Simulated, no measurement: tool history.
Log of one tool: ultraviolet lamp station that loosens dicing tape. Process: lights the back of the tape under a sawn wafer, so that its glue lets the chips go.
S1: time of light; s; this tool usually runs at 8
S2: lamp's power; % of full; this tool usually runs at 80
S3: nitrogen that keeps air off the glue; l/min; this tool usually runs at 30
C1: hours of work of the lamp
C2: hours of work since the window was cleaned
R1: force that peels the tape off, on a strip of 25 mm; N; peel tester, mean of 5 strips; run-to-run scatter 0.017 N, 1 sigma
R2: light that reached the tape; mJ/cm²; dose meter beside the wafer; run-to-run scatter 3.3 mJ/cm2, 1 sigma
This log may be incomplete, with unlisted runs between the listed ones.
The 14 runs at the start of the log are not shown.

run	hour	S1	S2	S3	C1	C2	R1	R2
15	91.9	8	80	30	167	93	0.968	478
16	99.5	8	80	30	171	98	0.984	482
17	104.4	8	80	30	174	101	0.961	471
18	114.6	13	80	30	180	107	0.336	780
19	122.0	13	80	30	185	111	0.347	763
20	128.3	8	80	30	189	115	0.991	469
21	136.0	11	62	37	193	120	0.742	502
22	145.8	5	67	14	199	126	3.679	249
23	154.6	8	80	45	205	131	0.742	463
24	160.3	8	93	10	208	135	1.756	541
25	168.5	9	80	13	213	140	1.574	523
26	175.6	8	68	37	217	144	1.188	392
27	185.3	6	97	37	223	150	1.054	418
28	193.4	14	97	37	228	155	0.197	975
29	202.0	12	97	37	233	160	0.260	835
30	211.9	9	99	21	240	166	0.743	636
31	220.7	9	99	21	245	171	0.732	632
32	227.3	12	68	57	249	175	0.392	581
33	232.1	12	68	57	252	178	0.392	577
34	237.8	11	71	9	255	182	1.797	553
35	243.2	6	89	37	258	185	1.297	375
36	252.2	4	89	37	264	190	2.404	248
37	260.2	4	89	37	269	195	2.496	249
38	268.4	12	80	9	274	200	1.362	671
39	277.9	13	86	30	280	206	0.350	784

Predict each of these 3 candidate next runs independently; none follows another, all start after run 39:
A	287.7	7	85	30	285	212	?	?
B	287.7	10	80	16	285	212	?	?
C	287.7	8	80	14	285	212	?	?

run	R1	R2
A	1.270	414
B	1.253	555
C	1.956	449
Without the tool's unlogged condition, the same runs would have read:
run	R1	R2
A	0.907	494
B	0.890	662
C	1.483	535
